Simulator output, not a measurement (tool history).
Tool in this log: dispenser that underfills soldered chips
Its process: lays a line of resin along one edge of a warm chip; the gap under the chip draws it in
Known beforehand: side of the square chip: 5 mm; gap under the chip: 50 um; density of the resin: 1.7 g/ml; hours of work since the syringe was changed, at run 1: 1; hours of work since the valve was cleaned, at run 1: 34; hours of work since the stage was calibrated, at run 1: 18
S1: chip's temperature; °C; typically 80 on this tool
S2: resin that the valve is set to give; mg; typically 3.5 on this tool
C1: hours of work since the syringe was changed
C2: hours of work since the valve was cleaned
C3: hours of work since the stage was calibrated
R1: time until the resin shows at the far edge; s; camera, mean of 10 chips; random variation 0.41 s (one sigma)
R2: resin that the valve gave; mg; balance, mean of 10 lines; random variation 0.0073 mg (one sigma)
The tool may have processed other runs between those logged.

run,hour,S1,S2,C1,C2,C3,R1,R2
1,0,80,3.5,1,34,18,27.9,3.462
2,4.3,69,3.5,4,37,20,56.5,3.442
3,7.8,69,3.5,6,39,23,63.8,3.451
# hour 13.7: new syringe of resin
4,14.5,69,3.5,1,44,27,50.4,3.436
5,19.9,80,3.5,4,48,31,32.4,3.426
6,25.2,80,3.5,8,51,35,37.8,3.427
# hour 28.5: new syringe of resin
7,29.6,80,3.5,1,54,37,28.6,3.436
8,32.9,80,3.5,3,56,40,30.7,3.423
# hour 34.6: dispensing valve cleaned and set on the balance
9,38.8,80,3.5,6,3,43,35.4,3.499
10,42.5,80,3.5,9,5,46,39.1,3.488
# hour 44.3: new syringe of resin
11,46,80,4.22,1,8,48,28.6,4.198
12,49.3,80,3.86,3,10,50,31.8,3.852
13,55.6,80,3.99,8,14,54,37.5,3.959
# hour 59.3: new syringe of resin
14,62.4,77,4.35,2,19,59,34.9,4.309
15,69.3,93,4.25,7,23,63,18.1,4.201
# hour 74.1: new syringe of resin
16,74.1,95,3.58,0,26,67,13.6,3.542
17,78.9,84,3.5,3,30,70,25,3.465
18,82.4,69,3.91,6,32,72,60,3.87
19,88,69,3.91,10,36,76,70,3.852
# hour 89: new syringe of resin
20,94.8,88,3.91,4,40,80,22.1,3.851
21,98,88,3.52,6,43,83,23.8,3.465
22,102.6,88,3.52,9,46,86,27.1,3.448
# hour 104.1: new syringe of resin
23,107.9,91,4.29,3,49,89,17.7,4.204

Measured less the same run without the tool's hidden state. The same run-to-run variation is in both; the gauge's scatter may not be:
The tool's hidden condition here consists of: resin's viscosity, % of fresh resin's; dose that the valve gives, % of what is set; true chip temperature over the reading, C; drift of the gauge itself on fill_s, %; drift of the gauge itself on given_mg, %.
run,R1,R2
1,+0.7,-0.042
2,+7.5,-0.046
3,+13.3,-0.049
4,+1,-0.055
5,+5,-0.061
6,+9.9,-0.066
7,+1,-0.07
8,+3.5,-0.073
9,+7.9,-0.009
10,+11.4,-0.013
11,+1.6,-0.019
12,+4.3,-0.02
13,+10.1,-0.029
14,+3,-0.038
15,+4.5,-0.046
16,-0.2,-0.042
17,+2.7,-0.045
18,+11.1,-0.054
19,+21.1,-0.06
20,+3.3,-0.067
21,+5.1,-0.063
22,+8.3,-0.068
23,+1.4,-0.088

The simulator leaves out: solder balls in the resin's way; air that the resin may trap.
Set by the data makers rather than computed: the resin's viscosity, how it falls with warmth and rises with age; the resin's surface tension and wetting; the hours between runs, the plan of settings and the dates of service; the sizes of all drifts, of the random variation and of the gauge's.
